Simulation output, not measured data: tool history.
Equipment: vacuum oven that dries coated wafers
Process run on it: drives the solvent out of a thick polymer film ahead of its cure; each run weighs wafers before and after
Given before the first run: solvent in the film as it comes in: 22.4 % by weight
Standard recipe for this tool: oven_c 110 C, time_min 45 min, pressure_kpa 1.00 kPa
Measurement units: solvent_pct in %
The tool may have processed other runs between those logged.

run   hour  oven_c  time_min  pressure_kpa  solvent_pct
  1    0.0     110        45          1.00         2.73
  2   10.8     110        45          1.00         2.74
  3   21.2     110        45          1.00         2.67
  4   30.8     110        45          1.00         2.67
  5   45.3     110        45          0.80         2.57
  6   60.4     110        45          1.00         2.69
  7   71.2     110        45          1.00         2.77
  8   81.1     110        23          1.00         6.45
  9   94.6     110        23          1.00         6.54
 10  107.7     110        45          2.09         3.50
 11  120.1     110        45          1.00         2.73
 12  127.7     110        45          1.00         2.84
 13  141.4     110        45          0.84         2.58
 14  151.6     110        45          0.84         2.66
 15  161.2     110        36          0.84         3.66
 16  169.7     110        36          0.84         3.71
 17  179.5     110        45          1.83         3.24
 18  189.3     110        45          1.83         3.31
 19  201.7     110        45          1.83         3.24
 20  210.7     110        45          1.00         2.78
 21  218.7     118        45          1.00         1.58
 22  227.3     125        24          1.10         2.91
 23  238.4     116        57          0.72         0.99
 24  253.0     110        45          1.35         3.02
 25  265.0     110        23          0.58         6.25
 26  280.1     110        23          0.58         6.39
 27  291.2     103        70          0.67         2.04
 28  298.9     106        43          0.77         3.78

Run 29, settings as shown, results not yet in. Your forecast:
 29  309.0     110        45          2.60            ?

{"run 29": {"solvent_pct": 3.79}}
With no hidden state in the tool, this same run would have given solvent_pct 3.53 %.
